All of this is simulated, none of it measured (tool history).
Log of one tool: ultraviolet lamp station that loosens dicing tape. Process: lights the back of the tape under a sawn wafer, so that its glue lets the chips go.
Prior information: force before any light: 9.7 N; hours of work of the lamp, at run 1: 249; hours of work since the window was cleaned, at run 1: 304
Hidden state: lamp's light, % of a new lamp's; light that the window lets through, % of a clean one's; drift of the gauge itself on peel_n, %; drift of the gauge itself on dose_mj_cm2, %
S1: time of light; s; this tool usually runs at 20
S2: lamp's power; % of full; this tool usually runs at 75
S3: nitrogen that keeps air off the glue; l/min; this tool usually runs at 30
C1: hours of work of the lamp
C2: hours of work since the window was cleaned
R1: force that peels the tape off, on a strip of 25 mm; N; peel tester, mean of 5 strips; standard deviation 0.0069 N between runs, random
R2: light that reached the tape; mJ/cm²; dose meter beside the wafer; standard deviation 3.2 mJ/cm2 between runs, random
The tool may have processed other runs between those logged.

Run 1, hour 0.0: usual settings; C1 249; C2 304. Result: R1 0.248 N, R2 480 mJ/cm².
Run 2, hour 11.4: usual settings; C1 258; C2 313. Result: R1 0.246 N, R2 490 mJ/cm².
Run 3, hour 28.2: usual settings; C1 271; C2 326. Result: R1 0.242 N, R2 486 mJ/cm².
Run 4, hour 35.8: usual settings but S3 38 l/min; C1 277; C2 331. Result: R1 0.183 N, R2 489 mJ/cm².
Run 5, hour 50.2: usual settings but S1 12 s; C1 288; C2 343. Result: R1 0.950 N, R2 291 mJ/cm².
Run 6, hour 63.8: usual settings but S1 12 s; C1 299; C2 353. Result: R1 0.957 N, R2 295 mJ/cm².
Run 7, hour 77.6: usual settings but S1 12 s; C1 309; C2 364. Result: R1 0.953 N, R2 294 mJ/cm².
Run 8, hour 94.0: usual settings but S1 12 s; C1 322; C2 377. Result: R1 0.971 N, R2 294 mJ/cm².
Run 9, hour 110.6: usual settings but S1 12 s, S3 16 l/min; C1 335; C2 389. Result: R1 1.668 N, R2 292 mJ/cm².
Run 10, hour 121.6: usual settings but S2 69 % of full; C1 343; C2 398. Result: R1 0.314 N, R2 452 mJ/cm².
Run 11, hour 129.8: usual settings but S1 35 s; C1 350; C2 404. Result: R1 0.060 N, R2 852 mJ/cm².
Run 12, hour 145.8: usual settings; C1 362; C2 417. Result: R1 0.245 N, R2 489 mJ/cm².
Run 13, hour 160.1: usual settings; C1 373; C2 428. Result: R1 0.245 N, R2 485 mJ/cm².
Run 14, hour 176.8: usual settings but S1 10 s; C1 386; C2 441. Result: R1 1.423 N, R2 245 mJ/cm².
Run 15, hour 184.9: usual settings but S1 32 s, S2 65 % of full; C1 392; C2 447. Result: R1 0.093 N, R2 666 mJ/cm².
Run 16, hour 195.1: usual settings but S1 32 s, S2 65 % of full; C1 400; C2 455. Result: R1 0.103 N, R2 674 mJ/cm².
Run 17, hour 205.9: usual settings but S1 32 s, S2 93 % of full, S3 22 l/min; C1 409; C2 463. Result: R1 0.067 N, R2 970 mJ/cm².
Run 18, hour 214.5: usual settings but S1 39 s, S2 84 % of full; C1 415; C2 470. Result: R1 0.060 N, R2 1071 mJ/cm².
Run 19, hour 228.6: usual settings but S1 12 s, S2 86 % of full, S3 41 l/min; C1 426; C2 481. Result: R1 0.518 N, R2 339 mJ/cm².
Run 20, hour 237.1: usual settings but S1 14 s, S2 70 % of full, S3 14 l/min; C1 433; C2 487. Result: R1 1.572 N, R2 318 mJ/cm².
Run 21, hour 245.8: usual settings but S1 31 s, S2 64 % of full, S3 20 l/min; C1 440; C2 494. Result: R1 0.169 N, R2 642 mJ/cm².
Run 22, hour 254.7: usual settings but S1 19 s, S2 78 % of full, S3 15 l/min; C1 446; C2 501. Result: R1 0.576 N, R2 484 mJ/cm².
Run 23, hour 265.8: usual settings but S2 78 % of full, S3 13 l/min; C1 455; C2 510. Result: R1 0.590 N, R2 503 mJ/cm².
Run 24, hour 276.2: usual settings but S1 17 s, S2 78 % of full, S3 13 l/min; C1 463; C2 518. Result: R1 0.852 N, R2 427 mJ/cm².
Run 25, hour 287.2: usual settings but S1 14 s, S2 89 % of full, S3 13 l/min; C1 472; C2 526. Result: R1 1.032 N, R2 402 mJ/cm².
Run 26, hour 301.3: usual settings but S1 14 s, S2 92 % of full, S3 14 l/min; C1 483; C2 537. Result: R1 0.881 N, R2 417 mJ/cm².

Measured result minus the same run's result without the hidden state. Both carry the same run-to-run variation, though not necessarily the same gauge scatter:
run      R1
  1  +0.001
  2  +0.001
  3  +0.001
  4  +0.001
  5  +0.004
  6  +0.004
  7  +0.004
  8  +0.004
  9  +0.006
 10  +0.002
 11  +0.000
 12  +0.002
 13  +0.001
 14  +0.006
 15  +0.001
 16  +0.001
 17  +0.001
 18  +0.001
 19  +0.003
 20  +0.007
 21  +0.001
 22  +0.004
 23  +0.004
 24  +0.006
 25  +0.006
 26  +0.005
R2: within 3 mJ/cm² of the measured result in every run.
